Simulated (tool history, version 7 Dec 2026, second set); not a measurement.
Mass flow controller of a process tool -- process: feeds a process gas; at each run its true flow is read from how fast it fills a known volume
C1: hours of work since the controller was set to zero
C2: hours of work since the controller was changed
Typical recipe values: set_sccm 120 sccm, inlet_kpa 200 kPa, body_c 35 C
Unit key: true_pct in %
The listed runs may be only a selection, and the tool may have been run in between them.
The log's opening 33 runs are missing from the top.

Run 34, hour 7613.9: usual settings but inlet_kpa 241 kPa, body_c 34 C; C1 5591; C2 5591. Result: true_pct 97.44 %.
Run 35, hour 7812.7: usual settings but set_sccm 42 sccm, inlet_kpa 148 kPa, body_c 39 C; C1 5660; C2 5660. Result: true_pct 95.6 %.
Run 36, hour 8114.1: usual settings but set_sccm 42 sccm, inlet_kpa 148 kPa, body_c 39 C; C1 5765; C2 5765. Result: true_pct 95.65 %.
Run 37, hour 8431.4: usual settings but set_sccm 42 sccm, inlet_kpa 148 kPa, body_c 39 C; C1 5875; C2 5875. Result: true_pct 95.4 %.
Run 38, hour 8745.8: usual settings but set_sccm 38 sccm, inlet_kpa 148 kPa, body_c 39 C; C1 5984; C2 5984. Result: true_pct 95.39 %.
Run 39, hour 8946.9: usual settings but set_sccm 38 sccm, inlet_kpa 148 kPa, body_c 39 C; C1 6054; C2 6054. Result: true_pct 95.4 %.
Run 40, hour 9110.2: usual settings but set_sccm 62 sccm, inlet_kpa 160 kPa; C1 6111; C2 6111. Result: true_pct 95.88 %.
Run 41, hour 9419: usual settings but set_sccm 37 sccm, body_c 39 C; C1 6218; C2 6218. Result: true_pct 95.45 %.
Run 42, hour 9601.6: usual settings but set_sccm 52 sccm, inlet_kpa 151 kPa, body_c 20 C; C1 6282; C2 6282. Result: true_pct 94.87 %.
Run 43, hour 9918.2: usual settings but set_sccm 52 sccm, inlet_kpa 235 kPa, body_c 20 C; C1 6392; C2 6392. Result: true_pct 95.35 %.
Run 44, hour 10187.6: usual settings but set_sccm 52 sccm, inlet_kpa 235 kPa, body_c 20 C; C1 6485; C2 6485. Result: true_pct 95.15 %.
Run 45, hour 10464.8: usual settings but set_sccm 98 sccm, inlet_kpa 234 kPa, body_c 37 C; C1 6582; C2 6582. Result: true_pct 96.81 %.
Run 46, hour 10768.7: usual settings but set_sccm 98 sccm, inlet_kpa 234 kPa, body_c 37 C; C1 6687; C2 6687. Result: true_pct 96.73 %.
Run 47, hour 10986.4: usual settings but set_sccm 98 sccm, inlet_kpa 234 kPa, body_c 37 C; C1 6763; C2 6763. Result: true_pct 96.75 %.

4 options for the next run, each taken on its own from the tool as it stands now. Forecast them:
Run A, hour 11137.8: usual settings but set_sccm 192 sccm, inlet_kpa 149 kPa, body_c 39 C; C1 6815; C2 6815. Result: true_pct ?.
Run B, hour 11137.8: usual settings but set_sccm 46 sccm, inlet_kpa 212 kPa, body_c 27 C; C1 6815; C2 6815. Result: true_pct ?.
Run C, hour 11137.8: usual settings but set_sccm 138 sccm, inlet_kpa 218 kPa, body_c 38 C; C1 6815; C2 6815. Result: true_pct ?.
Run D, hour 11137.8: usual settings but set_sccm 113 sccm, inlet_kpa 152 kPa; C1 6815; C2 6815. Result: true_pct ?.

run  true_pct
  A     97.51
  B     95.04
  C     97.28
  D     96.29
With the hidden condition removed and each run's random variation left untouched, the same runs would have given:
run  true_pct
  A    100.23
  B     98.58
  C    100.11
  D     99.18

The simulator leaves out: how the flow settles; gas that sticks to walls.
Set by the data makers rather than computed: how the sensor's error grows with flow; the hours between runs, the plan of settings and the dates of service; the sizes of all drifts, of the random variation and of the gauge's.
